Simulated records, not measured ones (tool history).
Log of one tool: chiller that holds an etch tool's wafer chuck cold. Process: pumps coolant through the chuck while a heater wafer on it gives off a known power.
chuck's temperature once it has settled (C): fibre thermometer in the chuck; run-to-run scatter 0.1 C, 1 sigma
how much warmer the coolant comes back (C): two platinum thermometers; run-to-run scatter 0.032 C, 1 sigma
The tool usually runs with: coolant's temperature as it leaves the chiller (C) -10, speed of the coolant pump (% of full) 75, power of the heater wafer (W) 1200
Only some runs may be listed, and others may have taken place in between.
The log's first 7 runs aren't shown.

run,hour,coolant's temperature as it leaves the chiller (C),speed of the coolant pump (% of full),power of the heater wafer (W),hours since the coolant was changed and the channels were flushed,hours since the pump was overhauled,hours since the chiller's thermometer was calibrated,chuck's temperature once it has settled (C),how much warmer the coolant comes back (C)
8,369.1,-10,79,1200,3676,677,425,4.7,3.47
9,411.8,-10,79,1200,3718,719,467,4.6,3.52
10,448.1,-10,79,1200,3755,756,504,4.7,3.55
11,483.1,-10,79,1200,3790,791,539,4.6,3.59
# hour 491.4: chiller's thermometer calibrated
12,533.8,-10,79,1200,3839,840,42,4.6,3.49
13,610.1,-10,79,1200,3916,917,119,4.6,3.58
# hour 638: coolant changed, channels flushed
14,656,-10,79,1200,18,957,159,3.8,3.54
15,700.5,-10,75,1741,62,1001,203,10.8,5.44
16,759.5,-10,75,1200,121,1060,262,4.5,3.79
# hour 775.6: chiller's thermometer calibrated, once more
17,823,-10,75,1200,184,1123,47,4.5,3.72
18,872.6,-6,80,853,234,1172,97,3.9,2.51
19,944.4,-13,83,608,305,1244,169,-6.3,1.75
20,1007.4,-4,69,1050,368,1307,232,9.7,3.53
21,1072.2,-14,72,713,433,1372,297,-5.2,2.29
22,1105.9,-8,72,713,467,1405,330,1,2.33
23,1146.8,-5,73,1146,508,1446,371,9.2,3.73

What will run 24 give?
24,1222.3,-5,73,1146,583,1522,447,?,?

For run 24 the tool returned chuck's temperature once it has settled (C) 9.2, how much warmer the coolant comes back (C) 3.69.
With the hidden condition absent and the run-to-run variation left alone, this run would have shown chuck's temperature once it has settled (C) 8.6, how much warmer the coolant comes back (C) 3.54.
